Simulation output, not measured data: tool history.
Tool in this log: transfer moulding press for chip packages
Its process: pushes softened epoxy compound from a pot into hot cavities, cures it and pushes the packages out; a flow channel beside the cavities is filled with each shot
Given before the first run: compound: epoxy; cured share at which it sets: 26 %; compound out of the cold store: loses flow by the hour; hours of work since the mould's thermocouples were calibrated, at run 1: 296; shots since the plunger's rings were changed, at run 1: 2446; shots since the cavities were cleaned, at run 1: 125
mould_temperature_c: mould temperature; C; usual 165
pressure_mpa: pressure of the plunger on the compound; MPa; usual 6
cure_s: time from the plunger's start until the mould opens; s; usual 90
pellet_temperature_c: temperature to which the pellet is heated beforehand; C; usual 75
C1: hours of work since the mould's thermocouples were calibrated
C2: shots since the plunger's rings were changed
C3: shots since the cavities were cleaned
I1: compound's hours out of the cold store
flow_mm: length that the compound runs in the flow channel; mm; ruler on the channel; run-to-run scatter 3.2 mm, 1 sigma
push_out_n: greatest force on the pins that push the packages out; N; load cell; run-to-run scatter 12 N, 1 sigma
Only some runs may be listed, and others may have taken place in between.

run 1 hour=0 | mould_temperature_c=165 pressure_mpa=6 cure_s=90 pellet_temperature_c=75 | C1=296 C2=2446 C3=125 | I1=32.6 | flow_mm=656 push_out_n=688
-- hour=20.3 mould's thermocouples calibrated
run 2 hour=29.1 | mould_temperature_c=165 pressure_mpa=6 cure_s=107 pellet_temperature_c=75 | C1=5 C2=2757 C3=436 | I1=36.4 | flow_mm=643 push_out_n=613
run 3 hour=63.5 | mould_temperature_c=165 pressure_mpa=6 cure_s=107 pellet_temperature_c=75 | C1=27 C2=3153 C3=832 | I1=39.9 | flow_mm=637 push_out_n=688
-- hour=73.5 cavities cleaned with cleaning compound and waxed
run 4 hour=87.3 | mould_temperature_c=165 pressure_mpa=6 cure_s=90 pellet_temperature_c=75 | C1=41 C2=3410 C3=159 | I1=34.8 | flow_mm=648 push_out_n=980
-- hour=108.4 plunger's sealing rings changed
run 5 hour=112.2 | mould_temperature_c=165 pressure_mpa=6 cure_s=90 pellet_temperature_c=75 | C1=55 C2=44 C3=416 | I1=12.3 | flow_mm=716 push_out_n=992
run 6 hour=130.4 | mould_temperature_c=165 pressure_mpa=6 cure_s=90 pellet_temperature_c=75 | C1=66 C2=254 C3=626 | I1=31 | flow_mm=667 push_out_n=935
-- hour=158.6 cavities cleaned with cleaning compound and waxed
run 7 hour=165.6 | mould_temperature_c=165 pressure_mpa=6 cure_s=90 pellet_temperature_c=75 | C1=87 C2=641 C3=81 | I1=9.8 | flow_mm=714 push_out_n=654
run 8 hour=185.1 | mould_temperature_c=165 pressure_mpa=6 cure_s=90 pellet_temperature_c=81 | C1=99 C2=865 C3=305 | I1=29.7 | flow_mm=668 push_out_n=700
run 9 hour=205.3 | mould_temperature_c=165 pressure_mpa=6 cure_s=90 pellet_temperature_c=81 | C1=112 C2=1097 C3=537 | I1=45.8 | flow_mm=633 push_out_n=774
-- hour=229.3 cavities cleaned with cleaning compound and waxed, once more
run 10 hour=232.6 | mould_temperature_c=165 pressure_mpa=6 cure_s=90 pellet_temperature_c=81 | C1=128 C2=1394 C3=38 | I1=31.1 | flow_mm=664 push_out_n=595
run 11 hour=265.3 | mould_temperature_c=165 pressure_mpa=6 cure_s=90 pellet_temperature_c=81 | C1=148 C2=1770 C3=414 | I1=41 | flow_mm=640 push_out_n=712
run 12 hour=291.7 | mould_temperature_c=165 pressure_mpa=6 cure_s=90 pellet_temperature_c=75 | C1=165 C2=2074 C3=718 | I1=15.4 | flow_mm=690 push_out_n=821
-- hour=312 cavities cleaned with cleaning compound and waxed
run 13 hour=315.1 | mould_temperature_c=165 pressure_mpa=6 cure_s=90 pellet_temperature_c=75 | C1=178 C2=2326 C3=36 | I1=42 | flow_mm=640 push_out_n=609
run 14 hour=329.9 | mould_temperature_c=165 pressure_mpa=6 cure_s=90 pellet_temperature_c=75 | C1=187 C2=2496 C3=206 | I1=29.1 | flow_mm=661 push_out_n=682
run 15 hour=352.9 | mould_temperature_c=163 pressure_mpa=6 cure_s=90 pellet_temperature_c=75 | C1=202 C2=2760 C3=470 | I1=8.1 | flow_mm=713 push_out_n=912
run 16 hour=379.4 | mould_temperature_c=163 pressure_mpa=6 cure_s=90 pellet_temperature_c=72 | C1=218 C2=3065 C3=775 | I1=47.6 | flow_mm=628 push_out_n=897
-- hour=396.6 cavities cleaned with cleaning compound and waxed
run 17 hour=397.1 | mould_temperature_c=165 pressure_mpa=4.53 cure_s=92 pellet_temperature_c=75 | C1=228 C2=3251 C3=6 | I1=23.1 | flow_mm=578 push_out_n=572
run 18 hour=428.4 | mould_temperature_c=165 pressure_mpa=4.53 cure_s=92 pellet_temperature_c=75 | C1=248 C2=3611 C3=366 | I1=43.4 | flow_mm=540 push_out_n=724
-- hour=433.3 plunger's sealing rings changed
run 19 hour=457.8 | mould_temperature_c=164 pressure_mpa=6 cure_s=117 pellet_temperature_c=75 | C1=264 C2=282 C3=675 | I1=37.7 | flow_mm=658 push_out_n=627
run 20 hour=479.7 | mould_temperature_c=166 pressure_mpa=6 cure_s=90 pellet_temperature_c=75 | C1=278 C2=534 C3=927 | I1=20.8 | flow_mm=689 push_out_n=806
-- hour=482.8 cavities cleaned with cleaning compound and waxed
run 21 hour=511 | mould_temperature_c=170 pressure_mpa=6.65 cure_s=98 pellet_temperature_c=75 | C1=297 C2=876 C3=324 | I1=18.7 | flow_mm=718 push_out_n=541
-- hour=530.8 mould's thermocouples calibrated
run 22 hour=535.7 | mould_temperature_c=165 pressure_mpa=6 cure_s=85 pellet_temperature_c=73 | C1=3 C2=1138 C3=586 | I1=13.8 | flow_mm=707 push_out_n=947
run 23 hour=553 | mould_temperature_c=165 pressure_mpa=6 cure_s=85 pellet_temperature_c=73 | C1=14 C2=1337 C3=785 | I1=47.7 | flow_mm=631 push_out_n=943
-- hour=567.2 cavities cleaned with cleaning compound and waxed
run 24 hour=571.2 | mould_temperature_c=172 pressure_mpa=6 cure_s=85 pellet_temperature_c=67 | C1=24 C2=1528 C3=45 | I1=47.4 | flow_mm=618 push_out_n=481
run 25 hour=592.3 | mould_temperature_c=165 pressure_mpa=7.23 cure_s=90 pellet_temperature_c=75 | C1=37 C2=1771 C3=288 | I1=14.4 | flow_mm=764 push_out_n=739
run 26 hour=606.4 | mould_temperature_c=165 pressure_mpa=6 cure_s=114 pellet_temperature_c=70 | C1=46 C2=1933 C3=450 | I1=47.1 | flow_mm=630 push_out_n=587
run 27 hour=621.8 | mould_temperature_c=165 pressure_mpa=6 cure_s=105 pellet_temperature_c=75 | C1=56 C2=2111 C3=628 | I1=44.6 | flow_mm=634 push_out_n=651
-- hour=650.6 cavities cleaned with cleaning compound and waxed
run 28 hour=650.6 | mould_temperature_c=165 pressure_mpa=6 cure_s=122 pellet_temperature_c=72 | C1=73 C2=2424 C3=0 | I1=10.7 | flow_mm=706 push_out_n=444

Below, some changes in flow_mm between adjacent runs. For each, the amount present without the hidden state too (settings, incoming material, random variation) and the amount remaining for the hidden state with gauge scatter not shared by both compared results:
Unlogged tool condition in this case: true mould temperature over the reading, C; pressure that reaches the compound, % of what is set; grip of the stained cavities, % over clean ones'; drift of the gauge itself on flow_mm, %; drift of the gauge itself on push_out_n, %.
Run 4 -> 5: plunger's sealing rings changed. flow_mm +68 mm: hidden state +16, all else +52.
Run 18 -> 19: mould_temperature_c 165 -> 164, pressure_mpa 4.53 -> 6, cure_s 92 -> 117, plunger's sealing rings changed. flow_mm +118 mm: hidden state +15, all else +103.
Run 24 -> 25: mould_temperature_c 172 -> 165, pressure_mpa 6 -> 7.23, cure_s 85 -> 90, pellet_temperature_c 67 -> 75. flow_mm +146 mm: hidden state -4, all else +150.
Run 25 -> 26: pressure_mpa 7.23 -> 6, cure_s 90 -> 114, pellet_temperature_c 75 -> 70. flow_mm -134 mm: hidden state +1, all else -135.

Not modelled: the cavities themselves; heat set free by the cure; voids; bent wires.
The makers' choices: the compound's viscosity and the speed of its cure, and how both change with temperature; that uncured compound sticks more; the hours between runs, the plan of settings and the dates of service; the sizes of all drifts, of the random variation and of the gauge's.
